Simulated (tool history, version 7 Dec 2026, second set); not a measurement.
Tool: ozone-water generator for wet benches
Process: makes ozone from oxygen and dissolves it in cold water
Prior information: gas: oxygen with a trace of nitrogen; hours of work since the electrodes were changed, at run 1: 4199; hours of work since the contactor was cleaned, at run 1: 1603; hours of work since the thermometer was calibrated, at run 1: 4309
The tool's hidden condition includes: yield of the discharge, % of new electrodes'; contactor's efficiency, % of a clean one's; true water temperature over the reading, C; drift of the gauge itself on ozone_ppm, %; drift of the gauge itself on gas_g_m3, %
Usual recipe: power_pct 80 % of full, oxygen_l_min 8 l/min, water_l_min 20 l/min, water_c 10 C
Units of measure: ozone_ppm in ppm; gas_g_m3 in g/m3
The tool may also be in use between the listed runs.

| run | day | power_pct | oxygen_l_min | water_l_min | water_c | hours of work since the electrodes were changed | hours of work since the contactor was cleaned | hours of work since the thermometer was calibrated | ozone_ppm | gas_g_m3 |
|---|---|---|---|---|---|---|---|---|---|---|
| 1 | 0 | 80 | 8 | 20 | 10 | 4199 | 1603 | 4309 | 19.7 | 164.6 |
| 2 | 5.129 | 80 | 8 | 20 | 10 | 4309 | 1713 | 4419 | 19.8 | 164.7 |
| 3 | 8.021 | 80 | 8 | 20 | 10 | 4372 | 1775 | 4481 | 19.7 | 165 |
| 4 | 13.071 | 80 | 8 | 20 | 10 | 4480 | 1884 | 4590 | 19.7 | 164.3 |
| 5 | 18.617 | 80 | 8 | 20 | 10 | 4599 | 2003 | 4709 | 19.9 | 164.8 |
| 6 | 21.325 | 80 | 12.63 | 20 | 10 | 4658 | 2061 | 4768 | 19.2 | 130.8 |
| 7 | 25.146 | 80 | 12.63 | 20 | 10 | 4740 | 2144 | 4850 | 19 | 129.7 |
| 8 | 30.467 | 80 | 8 | 20 | 10 | 4854 | 2258 | 4964 | 20.1 | 165.8 |
|  | 31.621 | water thermometer calibrated |
| 9 | 33.908 | 80 | 8 | 20 | 10 | 4928 | 2332 | 49 | 19.9 | 164.8 |
| 10 | 36.375 | 80 | 8 | 20 | 10 | 4981 | 2385 | 102 | 20 | 164 |
| 11 | 41.912 | 80 | 8 | 20 | 10 | 5100 | 2504 | 221 | 19.4 | 166.1 |
| 12 | 47.454 | 80 | 8 | 20 | 10 | 5219 | 2623 | 340 | 19.8 | 166.5 |
| 13 | 51.871 | 80 | 8 | 20 | 10 | 5314 | 2718 | 435 | 19.9 | 168.9 |
| 14 | 56.858 | 80 | 8 | 20 | 8 | 5421 | 2825 | 543 | 20.4 | 167.7 |
| 15 | 62.05 | 80 | 8 | 20 | 8 | 5533 | 2937 | 654 | 20.6 | 166.2 |
| 16 | 66.575 | 80 | 8 | 20 | 8 | 5630 | 3034 | 752 | 20.5 | 167.5 |
| 17 | 69.188 | 80 | 8 | 20 | 8 | 5686 | 3090 | 808 | 20.3 | 167.4 |
| 18 | 72.421 | 80 | 11.16 | 20 | 6 | 5756 | 3160 | 877 | 21 | 139.7 |
| 19 | 75.875 | 80 | 11.16 | 20 | 6 | 5830 | 3234 | 952 | 20.8 | 141.4 |
|  | 79.783 | gauge calibrated |
| 20 | 81.221 | 80 | 11.16 | 20 | 6 | 5945 | 3349 | 1067 | 20.7 | 138.2 |
| 21 | 86.858 | 80 | 13.87 | 24 | 10 | 6067 | 3470 | 1188 | 16.8 | 123.5 |
| 22 | 90.271 | 80 | 13.87 | 24 | 10 | 6140 | 3544 | 1261 | 16.9 | 123 |
| 23 | 93.696 | 80 | 13.87 | 24 | 10 | 6214 | 3617 | 1335 | 16.8 | 123.5 |
| 24 | 97.067 | 80 | 13.87 | 24 | 10 | 6286 | 3690 | 1407 | 17.1 | 123.4 |
| 25 | 102.679 | 82 | 12.61 | 24 | 14 | 6407 | 3811 | 1528 | 16.2 | 133.4 |
| 26 | 106.833 | 82 | 12.61 | 24 | 14 | 6496 | 3900 | 1617 | 16.1 | 130.8 |
| 27 | 110.925 | 80 | 4.16 | 20 | 14 | 6584 | 3988 | 1705 | 18.3 | 236.2 |
| 28 | 115.779 | 80 | 11.92 | 20 | 8 | 6688 | 4092 | 1810 | 19.9 | 135.1 |
| 29 | 119.475 | 80 | 11.92 | 20 | 8 | 6768 | 4172 | 1889 | 19.8 | 135.5 |
| 30 | 124.983 | 80 | 11.61 | 20 | 9 | 6886 | 4290 | 2008 | 19.5 | 137.2 |
| 31 | 130.054 | 80 | 11.61 | 12 | 9 | 6995 | 4399 | 2117 | 26.1 | 135.8 |
| 32 | 134.179 | 80 | 8 | 20 | 7 | 7084 | 4488 | 2205 | 20.8 | 167.8 |

What would each run have given without the hidden state, its run-to-run variation left as it was?
| run | gas_g_m3 |
|---|---|
| 1 | 164.8 |
| 2 | 164.6 |
| 3 | 164.7 |
| 4 | 163.7 |
| 5 | 163.9 |
| 6 | 130 |
| 7 | 128.6 |
| 8 | 164.2 |
| 9 | 162.9 |
| 10 | 162 |
| 11 | 163.8 |
| 12 | 163.9 |
| 13 | 165.9 |
| 14 | 164.5 |
| 15 | 162.7 |
| 16 | 163.7 |
| 17 | 163.5 |
| 18 | 136.3 |
| 19 | 137.8 |
| 20 | 138.3 |
| 21 | 123.4 |
| 22 | 122.8 |
| 23 | 123.1 |
| 24 | 122.9 |
| 25 | 132.6 |
| 26 | 129.7 |
| 27 | 234 |
| 28 | 133.6 |
| 29 | 133.8 |
| 30 | 135.3 |
| 31 | 133.6 |
| 32 | 164.8 |
ozone_ppm: within 0.1 ppm of the measured result in every run.

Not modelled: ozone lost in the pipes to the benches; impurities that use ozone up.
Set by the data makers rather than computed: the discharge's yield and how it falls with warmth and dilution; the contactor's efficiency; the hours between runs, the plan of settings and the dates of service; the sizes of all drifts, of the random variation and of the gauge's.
